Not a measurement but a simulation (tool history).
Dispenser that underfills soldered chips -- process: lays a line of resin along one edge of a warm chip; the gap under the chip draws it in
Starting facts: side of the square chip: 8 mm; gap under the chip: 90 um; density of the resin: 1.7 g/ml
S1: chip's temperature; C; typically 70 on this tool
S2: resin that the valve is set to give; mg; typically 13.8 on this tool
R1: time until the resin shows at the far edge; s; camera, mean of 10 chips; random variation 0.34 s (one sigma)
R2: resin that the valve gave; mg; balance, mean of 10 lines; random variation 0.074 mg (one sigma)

run 1 day=0.000 | S1=70 S2=13.8 | R1=21.2 R2=13.01
run 2 day=0.083 | S1=70 S2=13.8 | R1=22.5 R2=13.17
-- day=0.129 new syringe of resin
run 3 day=0.179 | S1=70 S2=13.8 | R1=17.8 R2=12.94
run 4 day=0.312 | S1=70 S2=13.8 | R1=19.7 R2=12.87
run 5 day=0.425 | S1=70 S2=13.8 | R1=21.6 R2=12.98
-- day=0.538 new syringe of resin
run 6 day=0.567 | S1=70 S2=13.6 | R1=17.6 R2=12.73
run 7 day=0.642 | S1=70 S2=13.6 | R1=18.2 R2=12.69
run 8 day=0.738 | S1=70 S2=13.8 | R1=20.6 R2=12.77
run 9 day=0.921 | S1=70 S2=13.8 | R1=23.9 R2=12.91
-- day=0.950 new syringe of resin
run 10 day=1.096 | S1=70 S2=13.8 | R1=20.1 R2=12.74
run 11 day=1.250 | S1=55 S2=13.8 | R1=43.4 R2=12.98
-- day=1.354 new syringe of resin
run 12 day=1.400 | S1=55 S2=13.8 | R1=34.5 R2=12.82
run 13 day=1.508 | S1=55 S2=13.8 | R1=38.2 R2=12.79
run 14 day=1.604 | S1=60 S2=13.8 | R1=33.6 R2=12.84
run 15 day=1.708 | S1=70 S2=14.6 | R1=22.4 R2=13.56
-- day=1.775 new syringe of resin
run 16 day=1.846 | S1=69 S2=15.1 | R1=19.0 R2=13.89
run 17 day=1.925 | S1=62 S2=17.7 | R1=26.4 R2=16.13
run 18 day=2.054 | S1=58 S2=13.9 | R1=37.3 R2=12.74
-- day=2.200 new syringe of resin
run 19 day=2.254 | S1=58 S2=13.9 | R1=30.8 R2=12.61
run 20 day=2.329 | S1=58 S2=13.9 | R1=33.3 R2=12.63
run 21 day=2.504 | S1=64 S2=15.1 | R1=28.3 R2=13.64
-- day=2.608 new syringe of resin
run 22 day=2.654 | S1=58 S2=12.4 | R1=31.8 R2=11.37
run 23 day=2.771 | S1=79 S2=12.9 | R1=13.8 R2=11.61
run 24 day=2.933 | S1=57 S2=15.7 | R1=39.4 R2=14.13
-- day=3.017 new syringe of resin
run 25 day=3.121 | S1=69 S2=16.3 | R1=19.5 R2=14.70
run 26 day=3.258 | S1=58 S2=13.0 | R1=36.9 R2=11.80
run 27 day=3.392 | S1=74 S2=13.1 | R1=20.3 R2=11.75
-- day=3.438 new syringe of resin
run 28 day=3.504 | S1=79 S2=16.6 | R1=12.6 R2=14.81

Consider 3 possible next runs. They are alternatives, not a sequence: every one starts from the tool as it was left by run 28. What does each give?
run A day=3.658 | S1=79 S2=13.7 | R1=? R2=?
run B day=3.658 | S1=58 S2=14.6 | R1=? R2=?
run C day=3.658 | S1=76 S2=17.1 | R1=? R2=?

run=A R1=14.3 R2=12.24
run=B R1=34.9 R2=13.06
run=C R1=15.9 R2=15.21
With no hidden state in the tool, these same runs would have given:
run=A R1=11.1 R2=13.71
run=B R1=27.4 R2=14.63
run=C R1=12.7 R2=17.05
